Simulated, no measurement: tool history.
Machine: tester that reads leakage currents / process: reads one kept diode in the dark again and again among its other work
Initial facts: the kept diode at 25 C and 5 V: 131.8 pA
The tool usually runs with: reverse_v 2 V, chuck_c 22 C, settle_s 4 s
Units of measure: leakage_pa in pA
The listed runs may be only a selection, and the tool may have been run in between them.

run,hour,reverse_v,chuck_c,settle_s,leakage_pa
1,0,2,22,4,68.02
2,126.7,2,22,4,67.92
3,332.8,2,22,4,68.03
4,521.7,2,22,4,67.42
5,700.1,2,22,1.06,68.02
# hour 776: chuck's temperature calibrated
6,891.9,2,22,1.06,68.24
7,1055.8,2,22,4,68.08
8,1220.2,2,22,4,67.97
9,1430.5,2,22,4,68.01
10,1565.2,2,21,4,62.33
11,1683.7,2,21,4,62.32
12,1829.4,4.11,55,2.04,1212.29
# hour 1939.6: chuck's temperature calibrated
13,2021,4.11,55,2.04,1217.26
14,2129.1,4.11,55,2.04,1209.68
# hour 2276.2: probe card cleaned and baked
15,2358.5,4.11,55,2.04,1212.45
16,2617.4,2,51,5.14,660.3
17,2797,1.34,21,5.14,52.22
18,2968.4,1.34,21,5.14,52.27
# hour 3061.5: tester calibrated
19,3096.6,1.34,21,5.14,52.06
# hour 3121.3: chuck's temperature calibrated
20,3244.1,1.34,21,5.14,52.34
21,3468.1,2.8,57,1.1,1176.36
22,3599.1,2,27,4,103.68

3 ways to go on from here, each from the tool as it stands after run 22. What would each give?
A,3716.2,6.6,26,0.56,?
B,3716.2,1.18,39,4,?
C,3716.2,12.11,48,4,?

run,leakage_pa
A,164.11
B,214.91
C,1190.36
With the hidden condition removed and each run's random variation left untouched, the same runs would have given:
run,leakage_pa
A,164.15
B,215
C,1190.8
